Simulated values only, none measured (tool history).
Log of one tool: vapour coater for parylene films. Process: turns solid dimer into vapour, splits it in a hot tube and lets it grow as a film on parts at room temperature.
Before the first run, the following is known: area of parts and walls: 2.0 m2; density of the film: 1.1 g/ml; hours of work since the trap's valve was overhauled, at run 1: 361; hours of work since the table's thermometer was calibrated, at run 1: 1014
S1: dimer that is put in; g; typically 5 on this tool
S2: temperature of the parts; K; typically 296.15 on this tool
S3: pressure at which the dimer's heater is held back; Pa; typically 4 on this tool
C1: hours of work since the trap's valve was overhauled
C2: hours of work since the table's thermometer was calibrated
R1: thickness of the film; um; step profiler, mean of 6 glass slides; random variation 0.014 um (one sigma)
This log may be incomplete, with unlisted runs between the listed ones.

run,hour,S1,S2,S3,C1,C2,R1
1,0,5,296.15,4,361,1014,1.21
2,39.7,5,296.15,4,386,1038,1.21
3,106.8,5,296.15,4,427,1080,1.22
4,141.9,5,296.15,4,449,1102,1.22
5,214.4,5,296.15,4,494,1146,1.2
6,259.7,5,298.15,4,522,1174,1.11
# hour 283.8: trap's valve overhauled
7,301.1,5,298.15,4,11,1197,1.24
8,352.2,5,298.15,4,42,1229,1.23
9,415.6,5,296.15,7.25,81,1268,1.2
10,454,5,295.15,4,105,1292,1.33
11,502.6,5,295.15,4,135,1322,1.33
12,536.7,5,302.15,4,156,1343,1.05
13,614.2,5,302.15,4,204,1391,1.04
14,663.4,5,307.15,4,235,1421,0.89
15,742.1,5,296.15,6.01,283,1470,1.19
16,783,5,296.15,6.01,309,1495,1.17
17,861.1,2,292.15,4.18,357,1544,0.55
18,930.4,2,297.15,4.8,400,1586,0.47
19,974.3,2,297.15,4.8,427,1614,0.45
20,1042.3,5,289.15,4,469,1656,1.54
21,1080,9,296.15,5.18,492,1679,2.13
# hour 1150.3: trap's valve overhauled
22,1157,5,300.15,7.85,4,1724,1.06
23,1196.6,5,289.15,4,29,1748,1.66
24,1275.7,5,294.15,4,78,1797,1.39
25,1332.4,5,294.15,4,113,1832,1.39
26,1377.9,5,294.15,4,141,1861,1.38
27,1411.2,5,294.15,4,161,1881,1.36
28,1473.2,5,293.15,4.27,200,1919,1.4
29,1541.4,5,293.15,4.27,242,1962,1.4
30,1576.1,5,299.15,2.22,263,1983,1.24
31,1647.4,3,307.15,3.45,307,2027,0.51

Had the tool no unlogged condition, and each run kept its random variation, what would the results have been?
What the log doesn't record here: vapour lost through the trap's worn valve, %; true temperature of the parts over the reading, C; drift of the gauge itself on film_um, %.
run,R1
1,1.28
2,1.27
3,1.3
4,1.3
5,1.3
6,1.2
7,1.22
8,1.21
9,1.19
10,1.32
11,1.33
12,1.05
13,1.05
14,0.9
15,1.23
16,1.21
17,0.57
18,0.5
19,0.48
20,1.63
21,2.26
22,1.04
23,1.63
24,1.37
25,1.38
26,1.38
27,1.36
28,1.42
29,1.42
30,1.27
31,0.52
